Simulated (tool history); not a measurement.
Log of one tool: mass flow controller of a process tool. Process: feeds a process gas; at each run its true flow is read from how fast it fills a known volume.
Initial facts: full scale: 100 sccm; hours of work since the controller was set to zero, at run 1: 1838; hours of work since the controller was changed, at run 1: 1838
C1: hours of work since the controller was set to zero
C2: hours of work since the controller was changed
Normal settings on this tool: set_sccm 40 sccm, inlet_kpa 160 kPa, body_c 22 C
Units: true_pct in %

run 1 hour=0 | set_sccm=40 inlet_kpa=160 body_c=22 | C1=1838 C2=1838 | true_pct=100.64
run 2 hour=243.3 | set_sccm=40 inlet_kpa=160 body_c=22 | C1=2024 C2=2024 | true_pct=100.86
run 3 hour=375.1 | set_sccm=17 inlet_kpa=160 body_c=22 | C1=2126 C2=2126 | true_pct=101.26
run 4 hour=554.7 | set_sccm=17 inlet_kpa=160 body_c=22 | C1=2263 C2=2263 | true_pct=101.41
run 5 hour=788 | set_sccm=17 inlet_kpa=160 body_c=22 | C1=2442 C2=2442 | true_pct=101.77
run 6 hour=1038.5 | set_sccm=84 inlet_kpa=166 body_c=22 | C1=2635 C2=2635 | true_pct=101.24
run 7 hour=1263.5 | set_sccm=53 inlet_kpa=175 body_c=32 | C1=2807 C2=2807 | true_pct=101.46
run 8 hour=1375 | set_sccm=40 inlet_kpa=192 body_c=22 | C1=2893 C2=2893 | true_pct=101.28
run 9 hour=1547 | set_sccm=16 inlet_kpa=192 body_c=37 | C1=3025 C2=3025 | true_pct=102.86
run 10 hour=1678.8 | set_sccm=17 inlet_kpa=160 body_c=22 | C1=3126 C2=3126 | true_pct=102.37

Alternative continuations, all from the tool just after run 10; predict every row:
run A hour=1818.3 | set_sccm=15 inlet_kpa=262 body_c=22 | C1=3233 C2=3233 | true_pct=?
run B hour=1818.3 | set_sccm=79 inlet_kpa=160 body_c=21 | C1=3233 C2=3233 | true_pct=?
run C hour=1818.3 | set_sccm=14 inlet_kpa=190 body_c=23 | C1=3233 C2=3233 | true_pct=?
run D hour=1818.3 | set_sccm=17 inlet_kpa=249 body_c=22 | C1=3233 C2=3233 | true_pct=?
run E hour=1818.3 | set_sccm=27 inlet_kpa=143 body_c=23 | C1=3233 C2=3233 | true_pct=?

run=A true_pct=102.18
run=B true_pct=101.38
run=C true_pct=102.73
run=D true_pct=101.95
run=E true_pct=101.9
With no hidden state in the tool, these same runs would have given:
run=A true_pct=98.43
run=B true_pct=99.71
run=C true_pct=98.8
run=D true_pct=98.51
run=E true_pct=99.29
